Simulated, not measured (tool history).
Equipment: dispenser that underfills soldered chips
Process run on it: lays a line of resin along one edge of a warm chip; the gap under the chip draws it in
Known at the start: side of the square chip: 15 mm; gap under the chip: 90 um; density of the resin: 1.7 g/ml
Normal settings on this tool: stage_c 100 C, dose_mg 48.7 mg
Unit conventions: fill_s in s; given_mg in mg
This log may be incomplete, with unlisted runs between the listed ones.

{"run": 1, "day": 0.0, "stage_c": 100, "dose_mg": 48.7, "fill_s": 187.7, "given_mg": 45.83}
{"run": 2, "day": 0.196, "stage_c": 100, "dose_mg": 49.8, "fill_s": 242.1, "given_mg": 46.62}
{"run": 3, "day": 0.388, "stage_c": 100, "dose_mg": 50.1, "fill_s": 307.7, "given_mg": 46.99}
{"run": 4, "day": 0.575, "stage_c": 100, "dose_mg": 51.4, "fill_s": 399.6, "given_mg": 48.15}
{"day": 0.633, "done": "new syringe of resin"}
{"run": 5, "day": 0.775, "stage_c": 100, "dose_mg": 51.4, "fill_s": 173.2, "given_mg": 47.82}
{"run": 6, "day": 0.908, "stage_c": 100, "dose_mg": 51.4, "fill_s": 216.0, "given_mg": 47.65}
{"run": 7, "day": 1.117, "stage_c": 100, "dose_mg": 51.4, "fill_s": 279.2, "given_mg": 48.05}
{"run": 8, "day": 1.3, "stage_c": 100, "dose_mg": 51.4, "fill_s": 354.7, "given_mg": 47.49}
{"day": 1.438, "done": "new syringe of resin"}
{"run": 9, "day": 1.438, "stage_c": 87, "dose_mg": 51.4, "fill_s": 211.1, "given_mg": 47.47}
{"run": 10, "day": 1.604, "stage_c": 87, "dose_mg": 51.4, "fill_s": 264.1, "given_mg": 47.27}
{"run": 11, "day": 1.746, "stage_c": 100, "dose_mg": 47.0, "fill_s": 222.9, "given_mg": 43.55}
{"run": 12, "day": 1.854, "stage_c": 100, "dose_mg": 47.0, "fill_s": 262.6, "given_mg": 43.08}
{"run": 13, "day": 1.971, "stage_c": 110, "dose_mg": 53.8, "fill_s": 227.3, "given_mg": 49.4}
{"run": 14, "day": 2.079, "stage_c": 110, "dose_mg": 53.8, "fill_s": 257.2, "given_mg": 49.43}
{"day": 2.254, "done": "new syringe of resin"}
{"run": 15, "day": 2.288, "stage_c": 88, "dose_mg": 50.3, "fill_s": 214.7, "given_mg": 45.6}
{"run": 16, "day": 2.454, "stage_c": 94, "dose_mg": 50.3, "fill_s": 229.6, "given_mg": 45.62}
{"day": 2.562, "done": "dispensing valve cleaned and set on the balance"}
{"run": 17, "day": 2.621, "stage_c": 112, "dose_mg": 48.7, "fill_s": 160.4, "given_mg": 48.75}
{"run": 18, "day": 2.762, "stage_c": 99, "dose_mg": 43.5, "fill_s": 283.5, "given_mg": 43.63}
{"run": 19, "day": 2.879, "stage_c": 87, "dose_mg": 55.3, "fill_s": 443.6, "given_mg": 55.36}
{"run": 20, "day": 2.979, "stage_c": 88, "dose_mg": 55.3, "fill_s": 499.2, "given_mg": 55.24}
{"day": 3.1, "done": "new syringe of resin"}
{"run": 21, "day": 3.2, "stage_c": 97, "dose_mg": 42.4, "fill_s": 187.9, "given_mg": 41.97}
{"run": 22, "day": 3.371, "stage_c": 97, "dose_mg": 42.4, "fill_s": 238.8, "given_mg": 42.03}
{"run": 23, "day": 3.55, "stage_c": 110, "dose_mg": 49.0, "fill_s": 203.8, "given_mg": 48.71}

Consider 5 possible next runs. They are alternatives, not a sequence: every one starts from the tool as it was left by run 23. What does each give?
{"run": "A", "day": 3.712, "stage_c": 106, "dose_mg": 43.4, "fill_s": "?", "given_mg": "?"}
{"run": "B", "day": 3.712, "stage_c": 110, "dose_mg": 62.3, "fill_s": "?", "given_mg": "?"}
{"run": "C", "day": 3.712, "stage_c": 100, "dose_mg": 55.0, "fill_s": "?", "given_mg": "?"}
{"run": "D", "day": 3.712, "stage_c": 88, "dose_mg": 63.1, "fill_s": "?", "given_mg": "?"}
{"run": "E", "day": 3.712, "stage_c": 110, "dose_mg": 56.7, "fill_s": "?", "given_mg": "?"}

run=A fill_s=286.9 given_mg=42.94
run=B fill_s=244.4 given_mg=61.55
run=C fill_s=320.4 given_mg=54.36
run=D fill_s=451.4 given_mg=62.93
run=E fill_s=245.9 given_mg=55.85
The same runs, with their run-to-run variation unchanged, on a tool lacking any hidden condition would have given:
run=A fill_s=127.4 given_mg=43.44
run=B fill_s=109.2 given_mg=62.26
run=C fill_s=142.6 given_mg=54.99
run=D fill_s=201.5 given_mg=63.66
run=E fill_s=109.4 given_mg=56.50
